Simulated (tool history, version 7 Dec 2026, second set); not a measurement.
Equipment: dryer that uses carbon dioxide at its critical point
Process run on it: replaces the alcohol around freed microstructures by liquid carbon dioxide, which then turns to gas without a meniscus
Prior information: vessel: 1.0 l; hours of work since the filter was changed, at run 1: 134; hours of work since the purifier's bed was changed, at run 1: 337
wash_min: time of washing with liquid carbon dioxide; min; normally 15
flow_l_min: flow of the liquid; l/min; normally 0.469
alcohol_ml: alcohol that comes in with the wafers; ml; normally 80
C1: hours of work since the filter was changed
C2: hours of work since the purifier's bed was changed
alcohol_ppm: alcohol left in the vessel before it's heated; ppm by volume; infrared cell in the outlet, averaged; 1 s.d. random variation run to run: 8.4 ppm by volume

Run 1, day 0.000: usual settings; C1 134; C2 337. Result: alcohol_ppm 667 ppm by volume.
Run 2, day 0.596: usual settings; C1 143; C2 346. Result: alcohol_ppm 699 ppm by volume.
Run 3, day 1.492: usual settings; C1 156; C2 359. Result: alcohol_ppm 730 ppm by volume.
Run 4, day 2.071: usual settings; C1 165; C2 368. Result: alcohol_ppm 718 ppm by volume.
Run 5, day 2.921: usual settings; C1 178; C2 380. Result: alcohol_ppm 739 ppm by volume.
At day 3.312: inlet filter changed.
Run 6, day 3.942: usual settings; C1 9; C2 395. Result: alcohol_ppm 608 ppm by volume.
Run 7, day 4.717: usual settings but alcohol_ml 64 ml; C1 21; C2 406. Result: alcohol_ppm 551 ppm by volume.
Run 8, day 5.792: usual settings but alcohol_ml 64 ml; C1 37; C2 422. Result: alcohol_ppm 577 ppm by volume.
Run 9, day 6.425: usual settings but alcohol_ml 64 ml; C1 46; C2 432. Result: alcohol_ppm 568 ppm by volume.
Run 10, day 6.962: usual settings but wash_min 13 min; C1 54; C2 440. Result: alcohol_ppm 1158 ppm by volume.
Run 11, day 7.771: usual settings but wash_min 19 min; C1 66; C2 452. Result: alcohol_ppm 319 ppm by volume.
Run 12, day 8.396: usual settings but wash_min 19 min; C1 76; C2 461. Result: alcohol_ppm 330 ppm by volume.
Run 13, day 8.954: usual settings but wash_min 11 min, flow_l_min 0.719 l/min, alcohol_ml 41 ml; C1 84; C2 469. Result: alcohol_ppm 319 ppm by volume.
Run 14, day 9.971: usual settings but wash_min 11 min, flow_l_min 0.719 l/min, alcohol_ml 41 ml; C1 99; C2 485. Result: alcohol_ppm 328 ppm by volume.
Run 15, day 10.562: usual settings but wash_min 22 min, flow_l_min 0.719 l/min, alcohol_ml 111 ml; C1 108; C2 493. Result: alcohol_ppm 216 ppm by volume.
Run 16, day 11.025: usual settings but flow_l_min 0.295 l/min, alcohol_ml 90 ml; C1 115; C2 500. Result: alcohol_ppm 4401 ppm by volume.
Run 17, day 11.946: usual settings but wash_min 9 min, flow_l_min 0.295 l/min, alcohol_ml 90 ml; C1 129; C2 514. Result: alcohol_ppm 14601 ppm by volume.
Run 18, day 12.983: usual settings but wash_min 22 min, flow_l_min 0.660 l/min, alcohol_ml 103 ml; C1 144; C2 530. Result: alcohol_ppm 231 ppm by volume.
Run 19, day 13.429: usual settings but wash_min 22 min, flow_l_min 0.660 l/min, alcohol_ml 103 ml; C1 151; C2 536. Result: alcohol_ppm 244 ppm by volume.
Run 20, day 14.075: usual settings but wash_min 10 min, flow_l_min 0.414 l/min, alcohol_ml 55 ml; C1 160; C2 546. Result: alcohol_ppm 3317 ppm by volume.
Run 21, day 15.112: usual settings but wash_min 10 min, flow_l_min 0.414 l/min, alcohol_ml 55 ml; C1 176; C2 561. Result: alcohol_ppm 3250 ppm by volume.
At day 15.633: inlet filter changed.
Run 22, day 15.633: usual settings but wash_min 10 min, flow_l_min 0.414 l/min, alcohol_ml 55 ml; C1 0; C2 568. Result: alcohol_ppm 2862 ppm by volume.

Per-run results on a tool with no hidden state, each run keeping its own random variation:
The hidden state here: flow that reaches the vessel past the clogged filter, %; alcohol in the recycled carbon dioxide, ppm; drift of the gauge itself on alcohol_ppm, %.
run  alcohol_ppm
  1          436
  2          449
  3          456
  4          444
  5          446
  6          432
  7          360
  8          370
  9          355
 10          891
 11          111
 12          115
 13          105
 14          106
 15            4
 16         3723
 17        13299
 18            8
 19            9
 20         2646
 21         2552
 22         2610
